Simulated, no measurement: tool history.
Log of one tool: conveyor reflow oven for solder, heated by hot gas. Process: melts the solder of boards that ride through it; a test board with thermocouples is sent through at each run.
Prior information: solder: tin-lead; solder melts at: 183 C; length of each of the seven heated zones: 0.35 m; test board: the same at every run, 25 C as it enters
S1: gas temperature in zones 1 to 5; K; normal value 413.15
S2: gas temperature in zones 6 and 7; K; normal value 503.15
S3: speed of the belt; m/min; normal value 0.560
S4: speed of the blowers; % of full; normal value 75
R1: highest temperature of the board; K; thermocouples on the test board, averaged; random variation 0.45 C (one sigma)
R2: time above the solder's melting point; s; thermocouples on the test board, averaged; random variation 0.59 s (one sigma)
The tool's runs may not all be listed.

run,hour,S1,S2,S3,S4,R1,R2
1,0.0,413.15,503.15,0.560,75,486.15,52.1
2,65.6,413.15,503.15,0.560,75,485.55,52.5
3,135.5,413.15,503.15,0.560,75,484.95,53.2
# hour 176.0: belt drive overhauled, speed set with a stopwatch
4,232.2,413.15,503.15,0.560,75,484.25,50.9
5,321.4,413.15,503.15,0.560,75,482.95,50.1
6,366.7,413.15,503.15,0.560,75,483.75,49.2
7,429.3,413.15,503.15,0.560,75,483.75,48.5
# hour 460.2: flux residue cleaned out of gas plates and filters
8,508.3,413.15,503.15,0.560,75,482.45,49.5
9,593.8,413.15,503.15,0.560,75,482.35,46.8
# hour 632.9: flux residue cleaned out of gas plates and filters, once more
10,668.8,405.15,503.15,0.560,75,484.65,49.1
11,729.9,413.15,500.15,0.560,75,483.55,51.8
12,797.3,419.15,503.15,0.560,75,486.25,55.1
13,890.7,419.15,503.15,0.560,75,485.75,56.2
14,932.5,419.15,503.15,0.560,75,486.25,55.6
15,989.1,419.15,503.15,0.560,75,485.95,54.4
16,1036.1,416.15,503.15,0.654,75,479.95,40.4
17,1077.2,416.15,509.15,0.654,75,483.95,44.5
18,1166.2,416.15,509.15,0.654,75,484.35,43.5
19,1213.0,416.15,509.15,0.654,75,483.65,43.2
20,1293.7,420.15,509.15,0.670,75,483.95,43.5
21,1372.1,413.15,506.15,0.560,56,479.15,44.0
22,1419.7,420.15,503.15,0.560,56,477.65,45.6
23,1459.5,416.15,503.15,0.546,56,477.55,44.1
# hour 1498.8: flux residue cleaned out of gas plates and filters
24,1522.4,413.15,503.15,0.635,85,484.55,46.4
25,1590.5,413.15,503.15,0.635,85,485.05,46.1
26,1658.3,416.15,503.15,0.661,69,477.65,38.3
27,1750.5,399.15,503.15,0.459,90,492.25,69.5
# hour 1795.6: belt drive overhauled, speed set with a stopwatch
28,1833.7,399.15,511.15,0.485,90,496.05,66.1

Alternative continuations, all from the tool just after run 28; predict every row:
A,1892.3,399.15,494.15,0.485,54,?,?
B,1892.3,404.15,511.15,0.485,90,?,?
C,1892.3,422.15,505.15,0.517,90,?,?
D,1892.3,421.15,511.15,0.468,90,?,?
E,1892.3,399.15,511.15,0.494,90,?,?

run,R1,R2
A,470.55,32.8
B,497.25,68.5
C,493.25,67.8
D,500.35,80.5
E,496.55,64.8
Take away the tool's hidden state, keep each run's random variation, and the runs would have read:
run,R1,R2
A,472.55,36.5
B,499.75,70.4
C,495.45,69.4
D,502.55,81.8
E,499.15,66.9
